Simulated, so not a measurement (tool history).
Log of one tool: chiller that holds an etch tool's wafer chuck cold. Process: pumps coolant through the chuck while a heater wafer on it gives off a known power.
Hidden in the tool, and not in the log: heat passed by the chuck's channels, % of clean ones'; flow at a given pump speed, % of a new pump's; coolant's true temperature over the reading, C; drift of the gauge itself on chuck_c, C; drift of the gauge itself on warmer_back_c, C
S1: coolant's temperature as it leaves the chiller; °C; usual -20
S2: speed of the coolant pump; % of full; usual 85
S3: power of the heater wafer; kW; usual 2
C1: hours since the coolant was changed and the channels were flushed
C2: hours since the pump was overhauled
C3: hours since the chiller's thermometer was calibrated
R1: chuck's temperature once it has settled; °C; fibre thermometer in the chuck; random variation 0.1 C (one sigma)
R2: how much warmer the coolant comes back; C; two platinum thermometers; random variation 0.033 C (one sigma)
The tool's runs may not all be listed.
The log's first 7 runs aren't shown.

run 8 hour=347.5 | S1=-28 S2=85 S3=2 | C1=1577 C2=606 C3=73 | R1=-4.6 R2=4.89
run 9 hour=411.1 | S1=-20 S2=85 S3=2 | C1=1641 C2=670 C3=137 | R1=3.6 R2=4.93
run 10 hour=447.5 | S1=-20 S2=77 S3=2 | C1=1677 C2=706 C3=173 | R1=4.9 R2=5.49
run 11 hour=511.5 | S1=-20 S2=77 S3=2 | C1=1741 C2=770 C3=237 | R1=5.1 R2=5.53
run 12 hour=553.9 | S1=-20 S2=68 S3=2 | C1=1784 C2=813 C3=279 | R1=7.3 R2=6.37
run 13 hour=616.6 | S1=-20 S2=68 S3=2 | C1=1846 C2=875 C3=342 | R1=7.1 R2=6.36
run 14 hour=687.3 | S1=-20 S2=68 S3=2 | C1=1917 C2=946 C3=413 | R1=7.4 R2=6.36
run 15 hour=720.1 | S1=-20 S2=85 S3=2 | C1=1950 C2=979 C3=446 | R1=3.5 R2=4.98
run 16 hour=781.3 | S1=-20 S2=85 S3=2 | C1=2011 C2=1040 C3=507 | R1=3.8 R2=4.92
run 17 hour=830.3 | S1=-20 S2=85 S3=2 | C1=2060 C2=1089 C3=556 | R1=3.5 R2=4.94
run 18 hour=902.4 | S1=-20 S2=85 S3=2 | C1=2132 C2=1161 C3=628 | R1=3.7 R2=5
run 19 hour=940.4 | S1=-20 S2=85 S3=1.211 | C1=2170 C2=1199 C3=666 | R1=-5.7 R2=3
run 20 hour=987.5 | S1=-15 S2=76 S3=2.007 | C1=2217 C2=1246 C3=713 | R1=10.4 R2=5.68
run 21 hour=1042.9 | S1=-15 S2=76 S3=2.007 | C1=2273 C2=1302 C3=768 | R1=10.7 R2=5.64
run 22 hour=1112.8 | S1=-10 S2=76 S3=1.061 | C1=2343 C2=1372 C3=838 | R1=3.7 R2=3
run 23 hour=1148.2 | S1=-10 S2=76 S3=1.061 | C1=2378 C2=1407 C3=874 | R1=3.5 R2=3
run 24 hour=1197.1 | S1=-10 S2=76 S3=1.061 | C1=2427 C2=1456 C3=923 | R1=3.4 R2=3.03
run 25 hour=1239.9 | S1=-14 S2=85 S3=2.356 | C1=2470 C2=1499 C3=965 | R1=14 R2=5.9
run 26 hour=1292.9 | S1=-10 S2=64 S3=2 | C1=2523 C2=1552 C3=1018 | R1=18.6 R2=6.9
run 27 hour=1362.1 | S1=-17 S2=79 S3=1.197 | C1=2592 C2=1621 C3=1088 | R1=-2 R2=3.24
run 28 hour=1427.5 | S1=-10 S2=75 S3=1.027 | C1=2657 C2=1686 C3=1153 | R1=3.2 R2=2.99
run 29 hour=1500.5 | S1=-10 S2=61 S3=1.029 | C1=2730 C2=1759 C3=1226 | R1=5.3 R2=3.72
run 30 hour=1563.9 | S1=-24 S2=75 S3=1.02 | C1=2794 C2=1823 C3=1289 | R1=-10.8 R2=2.92
run 31 hour=1634.6 | S1=-30 S2=75 S3=1.33 | C1=2864 C2=1893 C3=1360 | R1=-12.9 R2=3.89

5 ways to go on from here, each from the tool as it stands after run 31. What would each give?
run A hour=1696.2 | S1=-24 S2=85 S3=2 | C1=2926 C2=1955 C3=1422 | R1=? R2=?
run B hour=1696.2 | S1=-22 S2=92 S3=1.439 | C1=2926 C2=1955 C3=1422 | R1=? R2=?
run C hour=1696.2 | S1=-28 S2=81 S3=1.666 | C1=2926 C2=1955 C3=1422 | R1=? R2=?
run D hour=1696.2 | S1=-30 S2=75 S3=1.011 | C1=2926 C2=1955 C3=1422 | R1=? R2=?
run E hour=1696.2 | S1=-13 S2=81 S3=2.068 | C1=2926 C2=1955 C3=1422 | R1=? R2=?

run=A R1=0.1 R2=5.06
run=B R1=-5.7 R2=3.28
run=C R1=-7.5 R2=4.43
run=D R1=-16.9 R2=2.96
run=E R1=12.7 R2=5.61
Without the tool's hidden state the same runs would have given:
run=A R1=-1 R2=4.93
run=B R1=-6.3 R2=3.2
run=C R1=-8.4 R2=4.31
run=D R1=-17.4 R2=2.88
run=E R1=11.6 R2=5.47
